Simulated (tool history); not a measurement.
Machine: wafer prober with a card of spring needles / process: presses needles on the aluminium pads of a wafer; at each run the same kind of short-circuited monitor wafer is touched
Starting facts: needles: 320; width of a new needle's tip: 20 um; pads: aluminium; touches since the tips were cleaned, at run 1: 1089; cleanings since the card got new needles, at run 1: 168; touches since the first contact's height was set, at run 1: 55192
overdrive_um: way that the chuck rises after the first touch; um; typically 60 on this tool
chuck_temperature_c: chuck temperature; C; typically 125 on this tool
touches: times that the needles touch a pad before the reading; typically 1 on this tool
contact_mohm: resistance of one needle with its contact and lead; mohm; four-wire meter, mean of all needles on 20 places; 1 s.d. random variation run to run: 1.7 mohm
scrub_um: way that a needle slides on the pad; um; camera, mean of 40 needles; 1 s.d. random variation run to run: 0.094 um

run	hour	overdrive_um	chuck_temperature_c	touches	touches since the tips were cleaned	cleanings since the card got new needles	touches since the first contact's height was set	contact_mohm	scrub_um
1	0	60	125	1	1089	168	55192	289	13.75
# hour 4.6: tips cleaned on abrasive film
# hour 10.7: tips cleaned on abrasive film
# hour 18.4: tips cleaned on abrasive film
# hour 26: tips cleaned on abrasive film
# hour 33.6: tips cleaned on abrasive film
# hour 41.3: tips cleaned on abrasive film
# hour 43.1: height of the first contact set anew
# hour 47.7: tips cleaned on abrasive film
# hour 55.3: tips cleaned on abrasive film
# hour 62: tips cleaned on abrasive film
2	62	60	125	1	0	177	7698	207	14.14
# hour 69.6: tips cleaned on abrasive film
# hour 77.3: tips cleaned on abrasive film
# hour 84.9: tips cleaned on abrasive film
# hour 91: tips cleaned on abrasive film
# hour 98.7: tips cleaned on abrasive film
3	104.4	60	92	1	2364	182	24987	402	14.23
# hour 106: tips cleaned on abrasive film
# hour 113.6: tips cleaned on abrasive film
# hour 121.3: tips cleaned on abrasive film
# hour 128.9: tips cleaned on abrasive film
# hour 135: tips cleaned on abrasive film
# hour 142.6: tips cleaned on abrasive film
# hour 150.3: tips cleaned on abrasive film
4	155	60	125	1	1961	189	45604	379	13.97
# hour 156.6: tips cleaned on abrasive film
# hour 162.8: tips cleaned on abrasive film
# hour 170.4: tips cleaned on abrasive film
# hour 176.5: tips cleaned on abrasive film
5	181.9	60	125	1	2235	193	56544	415	13.91
# hour 183.5: tips cleaned on abrasive film
# hour 191.2: tips cleaned on abrasive film
# hour 198.8: tips cleaned on abrasive film
# hour 204.9: tips cleaned on abrasive film
# hour 212.5: tips cleaned on abrasive film
# hour 220.2: tips cleaned on abrasive film
# hour 222: height of the first contact set anew
6	226.1	60	125	1	2341	199	1718	406	14.18
# hour 227.7: tips cleaned on abrasive film
# hour 233.9: tips cleaned on abrasive film
# hour 241.5: tips cleaned on abrasive film
# hour 253.5: card fitted with new needles
# hour 259.6: tips cleaned on abrasive film
# hour 265.7: tips cleaned on abrasive film
# hour 273.4: tips cleaned on abrasive film
# hour 281: tips cleaned on abrasive film
# hour 288.6: tips cleaned on abrasive film
7	294.6	60	125	1	2463	5	16767	269	14.16
# hour 296.2: tips cleaned on abrasive film
# hour 302.3: tips cleaned on abrasive film
# hour 310: tips cleaned on abrasive film
# hour 317.6: tips cleaned on abrasive film
# hour 325.2: tips cleaned on abrasive film
# hour 332.9: tips cleaned on abrasive film
# hour 340.5: tips cleaned on abrasive film
# hour 348.1: tips cleaned on abrasive film
8	353.2	60	125	1	2105	13	40637	272	14.07
# hour 354.8: tips cleaned on abrasive film
# hour 360.9: tips cleaned on abrasive film
# hour 368.6: tips cleaned on abrasive film
# hour 374.7: tips cleaned on abrasive film
# hour 382.3: tips cleaned on abrasive film
# hour 383.9: tips cleaned on abrasive film, once more
# hour 390.1: tips cleaned on abrasive film
# hour 396.2: tips cleaned on abrasive film
9	400.4	60	125	1	1721	21	59770	260	13.67
# hour 403.5: tips cleaned on abrasive film
# hour 411.1: tips cleaned on abrasive film
# hour 418.7: tips cleaned on abrasive film
# hour 424.9: tips cleaned on abrasive film
# hour 431.2: height of the first contact set anew
# hour 432.8: tips cleaned on abrasive film
# hour 440.4: tips cleaned on abrasive film
# hour 448: tips cleaned on abrasive film
10	453.3	60	125	1	2175	28	9016	269	14.26
# hour 454.9: tips cleaned on abrasive film
# hour 462.6: tips cleaned on abrasive film
# hour 468.7: tips cleaned on abrasive film
# hour 476.3: tips cleaned on abrasive film
# hour 482.4: tips cleaned on abrasive film
11	487.4	60	57	1	2060	33	22892	258	14.17
# hour 489: tips cleaned on abrasive film
# hour 495.1: tips cleaned on abrasive film
# hour 502.8: tips cleaned on abrasive film
# hour 510.4: tips cleaned on abrasive film
# hour 518: tips cleaned on abrasive film
# hour 524.5: tips cleaned on abrasive film
12	524.5	60	74	2	0	39	37940	161	13.84
# hour 532.1: tips cleaned on abrasive film
# hour 538.2: tips cleaned on abrasive film
# hour 545.8: tips cleaned on abrasive film
# hour 553.5: tips cleaned on abrasive film
# hour 561.1: tips cleaned on abrasive film
# hour 567.2: tips cleaned on abrasive film
# hour 573.4: tips cleaned on abrasive film
# hour 579.9: tips cleaned on abrasive film
13	579.9	60	125	1	0	47	60514	179	13.88
# hour 587.6: tips cleaned on abrasive film
# hour 595.2: tips cleaned on abrasive film
# hour 602.8: tips cleaned on abrasive film
# hour 609.1: height of the first contact set anew
# hour 610.8: tips cleaned on abrasive film
# hour 616.9: tips cleaned on abrasive film
# hour 623: tips cleaned on abrasive film
14	626.9	60	28	2	1590	53	7187	208	14.32
# hour 630: tips cleaned on abrasive film
# hour 637.6: tips cleaned on abrasive film
# hour 645.2: tips cleaned on abrasive film
# hour 651.4: tips cleaned on abrasive film
# hour 657.5: tips cleaned on abrasive film
# hour 665.1: tips cleaned on abrasive film
# hour 672.7: tips cleaned on abrasive film
15	674.1	60	28	2	577	60	26420	189	14.19
# hour 680.3: tips cleaned on abrasive film
# hour 686.4: tips cleaned on abrasive film
# hour 694: tips cleaned on abrasive film
# hour 701.6: tips cleaned on abrasive film
# hour 707.8: tips cleaned on abrasive film
# hour 715.4: tips cleaned on abrasive film
# hour 723: tips cleaned on abrasive film
16	728.5	60	35	1	2271	67	48591	290	13.87
# hour 730.1: tips cleaned on abrasive film
# hour 737.8: tips cleaned on abrasive film
# hour 745.4: tips cleaned on abrasive film
# hour 751.5: tips cleaned on abrasive film
# hour 757.7: tips cleaned on abrasive film
# hour 765.3: tips cleaned on abrasive film
# hour 772.9: tips cleaned on abrasive film
17	778.8	60	35	1	2451	74	69077	309	13.77
# hour 780.5: tips cleaned on abrasive film
# hour 786.8: height of the first contact set anew
# hour 788.4: tips cleaned on abrasive film
# hour 796: tips cleaned on abrasive film
# hour 803.6: tips cleaned on abrasive film
# hour 809.8: tips cleaned on abrasive film
# hour 817.4: tips cleaned on abrasive film
# hour 825: tips cleaned on abrasive film
# hour 832.3: tips cleaned on abrasive film
18	832.3	60	55	2	0	82	18522	163	14.27
# hour 840: tips cleaned on abrasive film
# hour 847.6: tips cleaned on abrasive film
# hour 855.2: tips cleaned on abrasive film
# hour 862.9: tips cleaned on abrasive film
19	866	60	60	2	1306	86	32265	220	14.06
# hour 869.1: tips cleaned on abrasive film
# hour 875.3: tips cleaned on abrasive film
# hour 882.9: tips cleaned on abrasive film
# hour 890.5: tips cleaned on abrasive film
20	894.6	65	42	2	1697	90	43911	211	15.05

Measured less the same run without the tool's hidden state. The same run-to-run variation is in both; the gauge's scatter may not be:
What the log doesn't record here: debris on the tips, nm; way that the needles fall short of the set height, um; tips' diameter, um; drift of the gauge itself on contact_mohm, %; drift of the gauge itself on scrub_um, %.
run	contact_mohm	scrub_um
1	+121	-0.47
2	+40	-0.08
3	+242	-0.2
4	+211	-0.37
5	+251	-0.47
6	+236	+0
7	+104	-0.12
8	+105	-0.3
9	+96	-0.49
10	+104	-0.08
11	+107	-0.21
12	+10	-0.36
13	+14	-0.54
14	+66	-0.06
15	+44	-0.23
16	+146	-0.4
17	+162	-0.57
18	+15	-0.16
19	+67	-0.25
20	+67	-0.34
